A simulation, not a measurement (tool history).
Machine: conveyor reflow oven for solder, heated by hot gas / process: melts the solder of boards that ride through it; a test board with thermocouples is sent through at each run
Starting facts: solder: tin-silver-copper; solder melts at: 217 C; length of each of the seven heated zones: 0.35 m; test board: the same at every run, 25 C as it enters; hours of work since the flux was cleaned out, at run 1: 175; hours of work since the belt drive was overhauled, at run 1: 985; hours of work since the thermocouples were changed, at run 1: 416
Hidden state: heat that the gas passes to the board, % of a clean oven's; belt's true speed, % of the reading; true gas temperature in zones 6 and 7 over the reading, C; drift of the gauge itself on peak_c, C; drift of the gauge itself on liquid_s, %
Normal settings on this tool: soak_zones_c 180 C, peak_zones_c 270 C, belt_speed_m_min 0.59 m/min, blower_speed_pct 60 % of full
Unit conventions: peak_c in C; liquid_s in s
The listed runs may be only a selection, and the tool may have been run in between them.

run    hour  soak_zones_c  peak_zones_c  belt_speed_m_min  blower_speed_pct  hours of work since the flux was cleaned out  hours of work since the belt drive was overhauled  hours of work since the thermocouples were changed  peak_c  liquid_s
  1       0           180           270              0.59                60                                           175                                                985                                                 416   253.3      55.6
  2    22.7           180           270              0.59                60                                           189                                                999                                                 430   253.4      55.7
  3      63           184           270              0.59                60                                           214                                               1024                                                 455   253.8      57.6
  4    93.6           180           270             0.498                60                                           233                                               1043                                                 474   257.9      70.4
  5   148.3           180           270             0.498                60                                           267                                               1077                                                 508     258      70.4
      170.5  -- flux residue cleaned out of gas plates and filters
  6     182           168           270             0.498                60                                             7                                               1094                                                 526   256.9      64.7
  7   212.6           180           270              0.59                60                                            26                                               1113                                                 545   253.5      55.6
  8   240.1           180           270              0.59                60                                            43                                               1130                                                 562   253.6      55.6
  9     268           180           270              0.59                60                                            61                                               1148                                                 579   253.3      55.8
 10   303.6           180           270              0.59                60                                            83                                               1170                                                 601   253.3      55.9
      318.5  -- thermocouples of zones 6 and 7 changed
 11   331.7           180           270             0.579                60                                            99                                               1186                                                   8     254        57
 12   375.2           180           270             0.579                60                                           126                                               1213                                                  35     254      57.2
 13   400.1           180           270              0.59                60                                           141                                               1228                                                  51   253.4      55.6
 14   427.7           180           270              0.59                60                                           158                                               1246                                                  68   253.4      55.7
 15   452.1           180           270              0.59                60                                           174                                               1261                                                  83   253.2      55.6
 16   497.8           180           270              0.59                60                                           202                                               1289                                                 111   253.2      55.7
      534.1  -- belt drive overhauled, speed set with a stopwatch
 17   538.3           180           277              0.57                60                                           224                                                  3                                                 134   260.3        62
 18   574.3           180           277              0.57                60                                           247                                                 25                                                 156   260.1      61.9
 19   612.9           180           276             0.509                60                                           271                                                 49                                                 180     263      71.2
      627.7  -- flux residue cleaned out of gas plates and filters
 20   659.2           180           276             0.509                60                                            20                                                 74                                                 206   262.9      71.4
 21   696.5           180           273              0.59                60                                            43                                                 98                                                 229   255.6      57.2
 22   732.5           186           270              0.59                60                                            65                                                120                                                 251   254.4      58.5
 23   765.4           173           278             0.655                55                                            85                                                140                                                 272   252.5      46.2
 24   794.8           178           266             0.693                69                                           104                                                159                                                 290   247.8      42.7
 25     825           174           270             0.654                60                                           122                                                177                                                 309   248.5      44.2
 26   861.5           174           270             0.586                60                                           145                                                200                                                 331   252.6      53.2
 27   914.3           174           270             0.586                60                                           178                                                233                                                 364   252.1      53.3
 28   947.1           180           270              0.59                85                                           198                                                253                                                 384   259.8      60.8
 29   987.8           184           268              0.59                60                                           223                                                278                                                 410   252.5      56.3
 30  1037.5           182           264              0.59                86                                           254                                                309                                                 440   254.9        59

How the hidden state differs across the entries between the runs, from the last listed run before each to the first after it:
Run 5 -> run 6: flux residue cleaned out of gas plates and filters (hour 170.5)
  heat that the gas passes to the board, % of a clean oven's: 99.7 -> 100
Run 10 -> run 11: thermocouples of zones 6 and 7 changed (hour 318.5)
  true gas temperature in zones 6 and 7 over the reading, C: -0.03 -> 0
Run 16 -> run 17: belt drive overhauled, speed set with a stopwatch (hour 534.1)
  belt's true speed, % of the reading: 99.93 -> 100
Run 19 -> run 20: flux residue cleaned out of gas plates and filters (hour 627.7)
  heat that the gas passes to the board, % of a clean oven's: 99.7 -> 100; true gas temperature in zones 6 and 7 over the reading, C: 0 -> -0.01
